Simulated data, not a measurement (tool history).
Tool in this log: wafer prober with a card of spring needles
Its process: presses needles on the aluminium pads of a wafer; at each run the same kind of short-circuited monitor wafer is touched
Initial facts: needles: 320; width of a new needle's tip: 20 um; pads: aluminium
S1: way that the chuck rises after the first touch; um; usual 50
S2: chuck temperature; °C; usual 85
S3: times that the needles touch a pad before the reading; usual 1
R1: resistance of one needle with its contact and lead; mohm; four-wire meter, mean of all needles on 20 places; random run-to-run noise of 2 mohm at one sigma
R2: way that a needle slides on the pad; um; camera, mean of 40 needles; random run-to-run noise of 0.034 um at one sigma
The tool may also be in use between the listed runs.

| run | day | S1 | S2 | S3 | R1 | R2 |
|---|---|---|---|---|---|---|
| 1 | 0 | 50 | 85 | 1 | 218 | 10.54 |
|  | 0.258 | tips cleaned on abrasive film |
|  | 0.604 | tips cleaned on abrasive film |
| 2 | 0.725 | 50 | 85 | 1 | 223 | 10.57 |
|  | 0.95 | tips cleaned on abrasive film |
|  | 1.254 | tips cleaned on abrasive film |
| 3 | 1.421 | 50 | 85 | 1 | 222 | 10.57 |
|  | 1.575 | tips cleaned on abrasive film |
|  | 1.917 | tips cleaned on abrasive film |
|  | 2.283 | tips cleaned on abrasive film |
| 4 | 2.496 | 45 | 85 | 1 | 222 | 9.55 |
|  | 2.617 | tips cleaned on abrasive film |
|  | 2.946 | tips cleaned on abrasive film |
|  | 3.254 | tips cleaned on abrasive film |
| 5 | 3.254 | 45 | 85 | 2 | 222 | 9.55 |
|  | 3.596 | tips cleaned on abrasive film |
|  | 3.962 | tips cleaned on abrasive film |
| 6 | 4.146 | 50 | 27 | 1 | 206 | 10.64 |
|  | 4.292 | tips cleaned on abrasive film |
|  | 4.629 | tips cleaned on abrasive film |
| 7 | 4.725 | 50 | 27 | 1 | 205 | 10.68 |
|  | 4.954 | tips cleaned on abrasive film |
|  | 5.3 | tips cleaned on abrasive film |
| 8 | 5.346 | 50 | 27 | 1 | 207 | 10.65 |
|  | 5.629 | tips cleaned on abrasive film |
|  | 5.938 | tips cleaned on abrasive film |
| 9 | 6.183 | 66 | 85 | 1 | 214 | 14.12 |
|  | 6.262 | tips cleaned on abrasive film |
|  | 6.617 | tips cleaned on abrasive film |
| 10 | 6.767 | 66 | 85 | 1 | 218 | 14.03 |
|  | 6.921 | tips cleaned on abrasive film |
|  | 7.275 | tips cleaned on abrasive film |
| 11 | 7.5 | 50 | 85 | 1 | 222 | 10.68 |
|  | 7.646 | tips cleaned on abrasive film |
|  | 8.008 | tips cleaned on abrasive film |
|  | 8.329 | tips cleaned on abrasive film |
| 12 | 8.442 | 50 | 85 | 1 | 219 | 10.72 |
|  | 8.654 | tips cleaned on abrasive film |
|  | 9.008 | tips cleaned on abrasive film |
|  | 9.35 | tips cleaned on abrasive film |
| 13 | 9.371 | 50 | 85 | 1 | 220 | 10.73 |
|  | 9.688 | tips cleaned on abrasive film |
| 14 | 9.871 | 50 | 85 | 2 | 219 | 10.68 |
|  | 10.05 | tips cleaned on abrasive film |
|  | 10.371 | tips cleaned on abrasive film |
| 15 | 10.642 | 50 | 85 | 2 | 225 | 10.74 |
|  | 10.721 | tips cleaned on abrasive film |
|  | 11.092 | tips cleaned on abrasive film |
| 16 | 11.375 | 36 | 85 | 1 | 225 | 7.71 |
|  | 11.454 | tips cleaned on abrasive film |
|  | 11.792 | tips cleaned on abrasive film |
|  | 11.804 | height of the first contact set anew |
|  | 11.954 | gauge calibrated |
| 17 | 12.079 | 50 | 32 | 1 | 209 | 10.54 |
|  | 12.146 | tips cleaned on abrasive film |
|  | 12.471 | tips cleaned on abrasive film |
|  | 12.833 | tips cleaned on abrasive film |
| 18 | 12.883 | 50 | 32 | 1 | 206 | 10.58 |
|  | 13.15 | tips cleaned on abrasive film |
|  | 13.504 | tips cleaned on abrasive film |
| 19 | 13.654 | 46 | 38 | 1 | 211 | 9.77 |
|  | 13.846 | tips cleaned on abrasive film |
|  | 14.175 | tips cleaned on abrasive film |
| 20 | 14.446 | 33 | 101 | 1 | 243 | 6.97 |
|  | 14.496 | tips cleaned on abrasive film |
|  | 14.85 | tips cleaned on abrasive film |
| 21 | 14.983 | 46 | 67 | 2 | 219 | 9.77 |
|  | 15.2 | tips cleaned on abrasive film |
| 22 | 15.462 | 53 | 85 | 1 | 223 | 11.22 |
|  | 15.517 | tips cleaned on abrasive film |
|  | 15.854 | tips cleaned on abrasive film |
|  | 16.2 | tips cleaned on abrasive film |
| 23 | 16.325 | 53 | 85 | 1 | 221 | 11.27 |
|  | 16.521 | tips cleaned on abrasive film |
|  | 16.833 | tips cleaned on abrasive film |
|  | 17.162 | tips cleaned on abrasive film |
| 24 | 17.175 | 36 | 33 | 1 | 215 | 7.58 |
|  | 17.512 | tips cleaned on abrasive film |
| 25 | 17.754 | 44 | 33 | 2 | 209 | 9.39 |
|  | 17.829 | tips cleaned on abrasive film |
|  | 18.154 | tips cleaned on abrasive film |
|  | 18.521 | tips cleaned on abrasive film |
| 26 | 18.521 | 56 | 25 | 1 | 206 | 11.91 |
|  | 18.854 | tips cleaned on abrasive film |
|  | 19.204 | tips cleaned on abrasive film |
| 27 | 19.458 | 58 | 85 | 1 | 215 | 12.35 |
|  | 19.508 | tips cleaned on abrasive film |
|  | 19.883 | tips cleaned on abrasive film |
| 28 | 19.954 | 50 | 29 | 1 | 205 | 10.61 |
|  | 20.221 | tips cleaned on abrasive film |
|  | 20.554 | tips cleaned on abrasive film |
|  | 20.875 | tips cleaned on abrasive film |
| 29 | 21.062 | 50 | 29 | 1 | 208 | 10.65 |

Consider 5 possible next runs. They are alternatives, not a sequence: every one starts from the tool as it was left by run 29. What does each give?
|  | 21.196 | tips cleaned on abrasive film |
|  | 21.517 | tips cleaned on abrasive film |
| A | 21.517 | 50 | 85 | 2 | ? | ? |
|  | 21.196 | tips cleaned on abrasive film |
|  | 21.517 | tips cleaned on abrasive film |
| B | 21.517 | 50 | 29 | 1 | ? | ? |
|  | 21.196 | tips cleaned on abrasive film |
|  | 21.517 | tips cleaned on abrasive film |
| C | 21.517 | 34 | 29 | 1 | ? | ? |
|  | 21.196 | tips cleaned on abrasive film |
|  | 21.517 | tips cleaned on abrasive film |
| D | 21.517 | 50 | 36 | 3 | ? | ? |
|  | 21.196 | tips cleaned on abrasive film |
|  | 21.517 | tips cleaned on abrasive film |
| E | 21.517 | 39 | 38 | 1 | ? | ? |

| run | R1 | R2 |
|---|---|---|
| A | 221 | 10.7 |
| B | 208 | 10.74 |
| C | 219 | 7.29 |
| D | 204 | 10.7 |
| E | 215 | 8.38 |
What these runs would have given with no unlogged condition in the tool:
| run | R1 | R2 |
|---|---|---|
| A | 221 | 10.53 |
| B | 207 | 10.57 |
| C | 219 | 7.17 |
| D | 204 | 10.53 |
| E | 215 | 8.24 |

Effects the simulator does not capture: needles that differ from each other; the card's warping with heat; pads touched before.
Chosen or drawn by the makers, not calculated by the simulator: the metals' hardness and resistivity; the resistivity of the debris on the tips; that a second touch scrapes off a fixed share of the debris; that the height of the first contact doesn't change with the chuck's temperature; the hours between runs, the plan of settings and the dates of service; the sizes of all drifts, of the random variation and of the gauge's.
